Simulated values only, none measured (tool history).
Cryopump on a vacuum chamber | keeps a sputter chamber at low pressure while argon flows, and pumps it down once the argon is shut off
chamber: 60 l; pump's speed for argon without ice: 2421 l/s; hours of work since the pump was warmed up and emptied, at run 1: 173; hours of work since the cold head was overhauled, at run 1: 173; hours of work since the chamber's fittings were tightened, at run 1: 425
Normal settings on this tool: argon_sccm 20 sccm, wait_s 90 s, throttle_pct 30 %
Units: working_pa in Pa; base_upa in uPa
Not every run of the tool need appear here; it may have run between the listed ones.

| run | day | argon_sccm | wait_s | throttle_pct | hours of work since the pump was warmed up and emptied | hours of work since the cold head was overhauled | hours of work since the chamber's fittings were tightened | working_pa | base_upa |
|---|---|---|---|---|---|---|---|---|---|
| 1 | 0.000 | 20 | 90 | 30 | 173 | 173 | 425 | 0.0477 | 0.93 |
| 2 | 1.104 | 20 | 90 | 30 | 186 | 186 | 438 | 0.0475 | 0.99 |
| 3 | 1.983 | 20 | 90 | 45 | 195 | 195 | 447 | 0.0319 | 0.98 |
| 4 | 2.971 | 20 | 90 | 45 | 206 | 206 | 458 | 0.0321 | 1.03 |
| 5 | 4.417 | 20 | 90 | 45 | 222 | 222 | 474 | 0.0326 | 1.01 |
| 6 | 5.729 | 20 | 90 | 45 | 237 | 237 | 489 | 0.0330 | 1.00 |
| 7 | 6.679 | 20 | 90 | 45 | 247 | 247 | 499 | 0.0322 | 1.01 |
| 8 | 7.525 | 20 | 90 | 45 | 256 | 256 | 508 | 0.0331 | 1.00 |
| 9 | 8.150 | 20 | 90 | 33 | 263 | 263 | 515 | 0.0437 | 1.02 |
| 10 | 9.408 | 20 | 90 | 33 | 277 | 277 | 529 | 0.0449 | 1.00 |
| 11 | 10.938 | 20 | 90 | 33 | 294 | 294 | 546 | 0.0441 | 1.04 |
| 12 | 11.871 | 8 | 90 | 30 | 304 | 304 | 556 | 0.0187 | 1.04 |
| 13 | 12.658 | 26 | 38 | 18 | 313 | 313 | 565 | 0.1031 | 1.82 |
| 14 | 14.150 | 17 | 90 | 23 | 329 | 329 | 581 | 0.0535 | 1.11 |
| 15 | 15.604 | 18 | 247 | 30 | 345 | 345 | 597 | 0.0443 | 0.70 |
| 16 | 17.042 | 8 | 170 | 23 | 361 | 361 | 613 | 0.0242 | 0.82 |
| 17 | 17.742 | 8 | 170 | 23 | 369 | 369 | 621 | 0.0253 | 0.81 |
| 18 | 18.608 | 20 | 77 | 30 | 379 | 379 | 631 | 0.0492 | 1.22 |
| 19 | 19.488 | 31 | 26 | 30 | 388 | 388 | 640 | 0.0761 | 2.47 |
| 20 | 20.917 | 25 | 90 | 34 | 404 | 404 | 656 | 0.0549 | 1.15 |
| 21 | 21.979 | 20 | 90 | 48 | 416 | 416 | 668 | 0.0324 | 1.06 |
| 22 | 23.488 | 29 | 191 | 30 | 432 | 432 | 684 | 0.0717 | 0.87 |
| 23 | 24.483 | 39 | 90 | 30 | 443 | 443 | 695 | 0.0959 | 1.13 |
| 24 | 25.254 | 20 | 51 | 46 | 452 | 452 | 704 | 0.0338 | 1.61 |

Forecast each of these 3 alternatives for the next run:
| A | 26.604 | 12 | 160 | 46 | 467 | 467 | 719 | ? | ? |
| B | 26.604 | 31 | 81 | 46 | 467 | 467 | 719 | ? | ? |
| C | 26.604 | 20 | 110 | 30 | 467 | 467 | 719 | ? | ? |

| run | working_pa | base_upa |
|---|---|---|
| A | 0.0202 | 0.98 |
| B | 0.0523 | 1.29 |
| C | 0.0497 | 1.08 |
Take away the tool's hidden state, keep each run's random variation, and the runs would have read:
| run | working_pa | base_upa |
|---|---|---|
| A | 0.0183 | 0.49 |
| B | 0.0474 | 0.79 |
| C | 0.0466 | 0.59 |

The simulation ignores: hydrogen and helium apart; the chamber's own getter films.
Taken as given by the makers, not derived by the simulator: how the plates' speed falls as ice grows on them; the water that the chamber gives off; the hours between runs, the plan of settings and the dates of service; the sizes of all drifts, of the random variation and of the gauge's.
